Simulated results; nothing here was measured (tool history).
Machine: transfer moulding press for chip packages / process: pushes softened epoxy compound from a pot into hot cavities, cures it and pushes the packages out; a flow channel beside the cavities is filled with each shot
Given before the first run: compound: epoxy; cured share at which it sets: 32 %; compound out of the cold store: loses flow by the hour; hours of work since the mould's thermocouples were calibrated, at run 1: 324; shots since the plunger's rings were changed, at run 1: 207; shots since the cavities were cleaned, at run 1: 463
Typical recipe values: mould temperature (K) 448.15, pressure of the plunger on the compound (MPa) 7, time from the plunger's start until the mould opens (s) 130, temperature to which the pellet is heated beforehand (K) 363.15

| run | hour | mould temperature (K) | pressure of the plunger on the compound (MPa) | time from the plunger's start until the mould opens (s) | temperature to which the pellet is heated beforehand (K) | hours of work since the mould's thermocouples were calibrated | shots since the plunger's rings were changed | shots since the cavities were cleaned | incoming compound's hours out of the cold store | length that the compound runs in the flow channel (mm) | greatest force on the pins that push the packages out (N) |
|---|---|---|---|---|---|---|---|---|---|---|---|
| 1 | 0 | 448.15 | 7 | 130 | 363.15 | 324 | 207 | 463 | 33.5 | 488.3 | 642 |
| 2 | 14.8 | 448.15 | 7 | 130 | 363.15 | 330 | 311 | 567 | 23.4 | 506.3 | 676 |
| 3 | 30.7 | 448.15 | 7 | 130 | 363.15 | 337 | 423 | 679 | 33.6 | 486.8 | 688 |
| 4 | 52 | 448.15 | 7.23 | 130 | 363.15 | 347 | 573 | 829 | 28 | 504.7 | 707 |
| 5 | 69.6 | 448.15 | 7.23 | 130 | 363.15 | 355 | 697 | 953 | 38.8 | 485.2 | 684 |
| 6 | 92.4 | 448.15 | 7 | 130 | 363.15 | 365 | 857 | 1113 | 27.6 | 496 | 743 |
|  | 96 | cavities cleaned with cleaning compound and waxed |
| 7 | 114.3 | 448.15 | 7 | 130 | 366.15 | 374 | 1001 | 129 | 40 | 473.6 | 797 |
| 8 | 127.9 | 448.15 | 7 | 130 | 366.15 | 381 | 1097 | 225 | 13.6 | 522.4 | 799 |
| 9 | 144.3 | 448.15 | 7 | 130 | 363.15 | 388 | 1212 | 340 | 45.6 | 462.2 | 803 |
| 10 | 160.7 | 453.15 | 7 | 130 | 363.15 | 395 | 1327 | 455 | 34.9 | 467 | 747 |
| 11 | 181.7 | 453.15 | 7 | 130 | 363.15 | 405 | 1475 | 603 | 13.2 | 507.1 | 765 |
|  | 193.1 | cavities cleaned with cleaning compound and waxed, once more |
| 12 | 199.7 | 448.15 | 7 | 130 | 363.15 | 412 | 1591 | 46 | 15.3 | 516.2 | 471 |
| 13 | 214.7 | 448.15 | 7 | 130 | 363.15 | 419 | 1697 | 152 | 21.3 | 503.7 | 510 |
| 14 | 231.5 | 448.15 | 7 | 130 | 363.15 | 427 | 1816 | 271 | 33.5 | 482 | 554 |
| 15 | 241.1 | 448.15 | 7 | 130 | 363.15 | 431 | 1883 | 338 | 13.2 | 520.4 | 601 |
|  | 256.7 | mould's thermocouples calibrated |
| 16 | 257.4 | 448.15 | 7.18 | 128 | 363.15 | 0 | 1984 | 439 | 43.3 | 470.5 | 610 |
| 17 | 268.7 | 449.15 | 7 | 120 | 363.15 | 5 | 2063 | 518 | 25.6 | 493.1 | 685 |
| 18 | 278.7 | 449.15 | 7 | 120 | 363.15 | 10 | 2133 | 588 | 15.2 | 512.2 | 672 |
| 19 | 297.9 | 449.15 | 7 | 120 | 363.15 | 19 | 2268 | 723 | 30.2 | 484 | 719 |
| 20 | 308.6 | 449.15 | 7 | 120 | 370.15 | 23 | 2344 | 799 | 13.5 | 515.4 | 719 |
| 21 | 323.7 | 441.15 | 7 | 130 | 363.15 | 30 | 2450 | 905 | 24.7 | 520.8 | 977 |
| 22 | 335.5 | 448.15 | 7 | 120 | 363.15 | 36 | 2533 | 988 | 28.9 | 487.7 | 758 |
| 23 | 345.9 | 448.15 | 7 | 120 | 363.15 | 40 | 2606 | 1061 | 33.3 | 479.9 | 767 |
|  | 355.7 | cavities cleaned with cleaning compound and waxed |
| 24 | 369.4 | 448.15 | 7 | 130 | 368.15 | 50 | 2761 | 96 | 30.2 | 483.8 | 504 |
|  | 381 | plunger's sealing rings changed |
| 25 | 390.6 | 441.15 | 8.15 | 130 | 363.15 | 59 | 68 | 228 | 47.1 | 527.9 | 746 |
| 26 | 413.7 | 448.15 | 7 | 139 | 363.15 | 69 | 231 | 391 | 37.8 | 482.1 | 597 |
| 27 | 425 | 454.15 | 8.03 | 127 | 363.15 | 74 | 310 | 470 | 24.2 | 524.9 | 585 |
| 28 | 439.9 | 454.15 | 8.03 | 127 | 363.15 | 81 | 414 | 574 | 9.3 | 556.9 | 607 |
| 29 | 451.3 | 454.15 | 8.03 | 127 | 363.15 | 86 | 495 | 655 | 34.8 | 504.7 | 612 |
| 30 | 468.5 | 454.15 | 8.03 | 127 | 363.15 | 94 | 616 | 776 | 14.2 | 545.5 | 647 |

Below, some changes in length that the compound runs in the flow channel (mm) between adjacent runs. For each, the amount present without the hidden state too (settings, incoming material, random variation) and the amount remaining for the hidden state with gauge scatter not shared by both compared results:
Unlogged tool condition in this case: true mould temperature over the reading, C; pressure that reaches the compound, % of what is set; grip of the stained cavities, % over clean ones'; drift of the gauge itself on flow_mm, %; drift of the gauge itself on push_out_n, %.
Run 8 -> 9: temperature to which the pellet is heated beforehand (K) 366.15 -> 363.15. length that the compound runs in the flow channel (mm) -60.2: hidden state +0.7, all else -60.9.
Run 10 -> 11: no setting changed, nothing entered. length that the compound runs in the flow channel (mm) +40.1: hidden state -1.5, all else +41.6.
Run 15 -> 16: pressure of the plunger on the compound (MPa) 7 -> 7.18, time from the plunger's start until the mould opens (s) 130 -> 128, mould's thermocouples calibrated. length that the compound runs in the flow channel (mm) -49.9: hidden state +2.7, all else -52.6.
Run 24 -> 25: mould temperature (K) 448.15 -> 441.15, pressure of the plunger on the compound (MPa) 7 -> 8.15, temperature to which the pellet is heated beforehand (K) 368.15 -> 363.15, plunger's sealing rings changed. length that the compound runs in the flow channel (mm) +44.1: hidden state +13.4, all else +30.7.
Run 28 -> 29: no setting changed, nothing entered. length that the compound runs in the flow channel (mm) -52.2: hidden state +0, all else -52.2.
